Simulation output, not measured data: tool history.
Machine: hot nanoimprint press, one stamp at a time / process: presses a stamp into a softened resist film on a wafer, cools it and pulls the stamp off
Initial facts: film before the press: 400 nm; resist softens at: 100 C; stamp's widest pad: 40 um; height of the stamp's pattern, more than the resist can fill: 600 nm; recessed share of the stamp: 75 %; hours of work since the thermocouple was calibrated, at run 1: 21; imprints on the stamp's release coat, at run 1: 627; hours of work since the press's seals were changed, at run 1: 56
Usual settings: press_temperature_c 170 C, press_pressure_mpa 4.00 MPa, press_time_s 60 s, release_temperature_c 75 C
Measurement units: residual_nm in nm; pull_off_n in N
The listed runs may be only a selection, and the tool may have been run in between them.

run,hour,press_temperature_c,press_pressure_mpa,press_time_s,release_temperature_c,hours of work since the thermocouple was calibrated,imprints on the stamp's release coat,hours of work since the press's seals were changed,residual_nm,pull_off_n
1,0.0,170,4.00,60,75,21,627,56,204.0,206
2,40.5,170,4.00,60,75,39,696,74,204.2,208
3,78.4,170,4.00,60,75,55,762,90,203.7,210
4,114.6,176,4.00,60,75,70,824,105,173.8,206
5,144.0,170,4.00,118,75,83,874,118,162.8,207
6,172.9,170,4.00,118,75,95,924,130,162.1,219
7,229.9,180,4.00,118,73,120,1022,155,122.6,214
8,287.5,175,4.31,118,73,144,1120,179,135.0,215
9,338.5,181,2.46,60,75,166,1208,201,198.2,215

What does the tool deliver on the next run?
10,376.0,181,2.46,60,75,182,1272,217,?,?

Run 10 came out at residual_nm 198.5 nm, pull_off_n 205 N.
Take away the tool's hidden state, keep the run-to-run variation as it was, and the same run would have given residual_nm 199.8 nm, pull_off_n 203 N.
